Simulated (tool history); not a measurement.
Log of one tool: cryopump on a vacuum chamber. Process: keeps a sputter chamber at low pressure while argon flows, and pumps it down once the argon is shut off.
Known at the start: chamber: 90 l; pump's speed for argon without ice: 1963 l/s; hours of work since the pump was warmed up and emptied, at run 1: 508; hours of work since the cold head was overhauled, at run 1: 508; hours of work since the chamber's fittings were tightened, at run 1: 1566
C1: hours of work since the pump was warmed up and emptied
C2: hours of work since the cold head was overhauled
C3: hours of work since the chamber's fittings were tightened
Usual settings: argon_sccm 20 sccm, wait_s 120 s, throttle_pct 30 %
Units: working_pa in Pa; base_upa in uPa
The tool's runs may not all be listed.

Run 1, day 0: usual settings; C1 508; C2 508; C3 1566. Result: working_pa 0.0595 Pa, base_upa 2.17 uPa.
Run 2, day 0.954: usual settings but wait_s 28 s; C1 524; C2 524; C3 1582. Result: working_pa 0.0599 Pa, base_upa 3.24 uPa.
Run 3, day 2.15: usual settings but argon_sccm 31 sccm, wait_s 28 s; C1 544; C2 544; C3 1602. Result: working_pa 0.0928 Pa, base_upa 3.15 uPa.
Run 4, day 4.008: usual settings but argon_sccm 31 sccm, wait_s 28 s; C1 575; C2 575; C3 1633. Result: working_pa 0.0933 Pa, base_upa 3.35 uPa.
Run 5, day 4.9: usual settings but argon_sccm 31 sccm, wait_s 28 s; C1 590; C2 590; C3 1648. Result: working_pa 0.0936 Pa, base_upa 3.29 uPa.
Run 6, day 6.704: usual settings; C1 620; C2 620; C3 1678. Result: working_pa 0.0607 Pa, base_upa 2.28 uPa.
Run 7, day 7.525: usual settings but wait_s 21 s; C1 634; C2 634; C3 1692. Result: working_pa 0.0607 Pa, base_upa 3.79 uPa.
Run 8, day 8.912: usual settings; C1 657; C2 657; C3 1716. Result: working_pa 0.0607 Pa, base_upa 2.43 uPa.
Run 9, day 10.292: usual settings; C1 680; C2 680; C3 1739. Result: working_pa 0.0606 Pa, base_upa 2.41 uPa.
At day 10.642: leaking fittings of the chamber tightened, without venting.
Run 10, day 11.658: usual settings but argon_sccm 15 sccm; C1 702; C2 702; C3 17. Result: working_pa 0.0457 Pa, base_upa 0.51 uPa.
Run 11, day 12.5: usual settings; C1 716; C2 716; C3 31. Result: working_pa 0.0614 Pa, base_upa 0.54 uPa.
Run 12, day 14.221: usual settings; C1 745; C2 745; C3 60. Result: working_pa 0.0611 Pa, base_upa 0.51 uPa.
Run 13, day 15.058: usual settings; C1 759; C2 759; C3 74. Result: working_pa 0.0609 Pa, base_upa 0.57 uPa.
Run 14, day 16.7: usual settings but argon_sccm 21 sccm, wait_s 26 s, throttle_pct 19 %; C1 787; C2 787; C3 102. Result: working_pa 0.0994 Pa, base_upa 1.64 uPa.
Run 15, day 18.404: usual settings but argon_sccm 21 sccm, wait_s 26 s, throttle_pct 19 %; C1 815; C2 815; C3 130. Result: working_pa 0.1002 Pa, base_upa 1.73 uPa.
Run 16, day 20.221: usual settings but argon_sccm 35 sccm, wait_s 111 s, throttle_pct 18 %; C1 846; C2 846; C3 161. Result: working_pa 0.1746 Pa, base_upa 0.71 uPa.
Run 17, day 21.412: usual settings but argon_sccm 12 sccm, throttle_pct 20 %; C1 866; C2 866; C3 181. Result: working_pa 0.054 Pa, base_upa 0.72 uPa.
Run 18, day 22.908: usual settings but argon_sccm 11 sccm, wait_s 69 s, throttle_pct 19 %; C1 891; C2 891; C3 206. Result: working_pa 0.0517 Pa, base_upa 1.02 uPa.
Run 19, day 24.329: usual settings but argon_sccm 11 sccm, wait_s 69 s, throttle_pct 19 %; C1 914; C2 914; C3 230. Result: working_pa 0.0521 Pa, base_upa 0.98 uPa.
Run 20, day 25.542: usual settings but wait_s 21 s, throttle_pct 24 %; C1 935; C2 935; C3 250. Result: working_pa 0.0763 Pa, base_upa 2.18 uPa.
Run 21, day 26.388: usual settings but wait_s 21 s, throttle_pct 24 %; C1 949; C2 949; C3 264. Result: working_pa 0.0763 Pa, base_upa 2.19 uPa.

Run 22 comes next. What will it give?
At day 27.088: pump warmed up, emptied and cooled again.
Run 22, day 28.142: usual settings but argon_sccm 38 sccm, wait_s 137 s, throttle_pct 29 %; C1 18; C2 975; C3 290. Result: working_pa ?, base_upa ?.

{"run 22": {"working_pa": 0.1139, "base_upa": 0.71}}
Without the tool's hidden state the same run would have given working_pa 0.1134 Pa, base_upa 0.43 uPa.

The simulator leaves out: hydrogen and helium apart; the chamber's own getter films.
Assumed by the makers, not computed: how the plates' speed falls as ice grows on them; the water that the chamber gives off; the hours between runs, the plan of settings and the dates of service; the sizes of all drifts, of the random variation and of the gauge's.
